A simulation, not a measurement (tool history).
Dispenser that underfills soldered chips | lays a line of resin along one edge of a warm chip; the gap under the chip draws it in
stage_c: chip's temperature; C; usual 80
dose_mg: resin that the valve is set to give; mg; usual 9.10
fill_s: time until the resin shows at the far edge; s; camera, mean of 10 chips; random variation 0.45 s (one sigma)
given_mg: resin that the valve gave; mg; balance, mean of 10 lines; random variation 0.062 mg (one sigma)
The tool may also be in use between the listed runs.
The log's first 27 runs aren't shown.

run	hour	stage_c	dose_mg	fill_s	given_mg
28	125.1	95	10.54	20.9	10.10
# hour 131.2: dispensing valve cleaned and set on the balance
29	131.7	69	10.54	91.9	10.58
30	135.4	69	10.54	108.3	10.51
# hour 136.2: new syringe of resin
31	140.1	69	10.54	66.2	10.55
32	144.1	68	10.54	81.8	10.51
33	150.0	79	8.11	61.0	8.03
# hour 152.8: new syringe of resin
34	153.5	79	8.11	35.6	8.03
35	156.4	90	10.41	24.1	10.33
36	162.1	90	10.41	30.4	10.24

Forecast each of these 3 alternatives for the next run:
A	168.4	90	10.41	?	?
B	168.4	86	8.27	?	?
C	168.4	91	9.10	?	?

run	fill_s	given_mg
A	39.2	10.13
B	48.1	8.14
C	38.6	8.93
Without the tool's hidden state the same runs would have given:
run	fill_s	given_mg
A	20.2	10.31
B	24.6	8.29
C	20.1	9.10

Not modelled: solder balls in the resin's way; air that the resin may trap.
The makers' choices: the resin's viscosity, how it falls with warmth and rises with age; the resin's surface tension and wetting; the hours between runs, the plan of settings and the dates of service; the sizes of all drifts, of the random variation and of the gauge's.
